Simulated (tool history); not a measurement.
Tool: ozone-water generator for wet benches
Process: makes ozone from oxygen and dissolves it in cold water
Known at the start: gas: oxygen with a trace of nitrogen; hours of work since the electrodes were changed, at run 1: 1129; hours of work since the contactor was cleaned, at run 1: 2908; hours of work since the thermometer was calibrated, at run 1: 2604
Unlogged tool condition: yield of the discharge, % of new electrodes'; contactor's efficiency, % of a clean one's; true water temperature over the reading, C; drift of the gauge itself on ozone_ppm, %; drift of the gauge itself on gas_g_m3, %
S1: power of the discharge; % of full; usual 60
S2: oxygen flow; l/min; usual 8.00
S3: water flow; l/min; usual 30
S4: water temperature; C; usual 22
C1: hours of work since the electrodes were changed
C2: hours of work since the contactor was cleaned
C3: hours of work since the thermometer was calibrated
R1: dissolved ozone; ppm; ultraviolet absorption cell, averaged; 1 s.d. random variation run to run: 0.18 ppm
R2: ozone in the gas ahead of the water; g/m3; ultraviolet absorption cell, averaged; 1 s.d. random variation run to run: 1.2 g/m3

run,hour,S1,S2,S3,S4,C1,C2,C3,R1,R2
1,0.0,60,8.00,30,22,1129,2908,2604,24.4,221.0
2,114.7,60,8.00,27,22,1239,3018,2714,26.0,221.9
3,223.5,97,8.00,30,22,1343,3122,2818,36.3,326.6
4,277.1,97,8.00,30,22,1394,3173,2869,36.1,330.1
5,364.7,97,8.00,30,22,1478,3257,2953,36.1,327.6
6,417.8,60,8.00,21,22,1529,3308,3003,30.8,219.5
# hour 465.1: water thermometer calibrated
7,491.1,60,8.00,21,22,1598,3378,25,30.7,220.6
8,593.4,60,8.00,21,22,1696,3475,123,30.8,218.3
9,707.3,60,8.00,30,22,1805,3584,232,23.7,219.9
# hour 802.6: water thermometer calibrated, once more
10,820.0,60,8.00,30,22,1912,3692,17,23.9,217.9
11,925.8,60,8.00,31,21,2014,3793,118,23.3,220.1
12,985.0,43,6.80,20,14,2070,3849,174,27.7,178.7
13,1041.7,43,6.80,20,14,2124,3904,229,27.7,180.3
14,1121.0,60,4.47,23,30,2200,3979,304,24.6,282.1
15,1179.6,62,10.43,23,30,2256,4035,360,24.7,197.9
16,1287.3,62,10.43,23,30,2359,4138,463,25.0,200.7
17,1344.8,62,10.43,23,30,2414,4193,518,24.7,199.2
18,1436.3,62,10.43,23,29,2502,4281,606,25.4,199.0
# hour 1480.9: contactor cleaned
19,1536.3,60,6.01,33,26,2593,53,698,21.3,244.6

3 ways to go on from here, each from the tool as it stands after run 19. What would each give?
A,1622.1,60,7.16,22,20,2675,135,780,?,?
B,1622.1,60,11.79,20,26,2675,135,780,?,?
C,1622.1,64,5.04,30,18,2675,135,780,?,?

run,R1,R2
A,31.8,229.7
B,28.8,183.4
C,25.9,280.1
Stripped of hidden state, with their random variation kept, the same runs would have yielded:
run,R1,R2
A,33.2,239.1
B,30.1,190.9
C,27.1,292.3

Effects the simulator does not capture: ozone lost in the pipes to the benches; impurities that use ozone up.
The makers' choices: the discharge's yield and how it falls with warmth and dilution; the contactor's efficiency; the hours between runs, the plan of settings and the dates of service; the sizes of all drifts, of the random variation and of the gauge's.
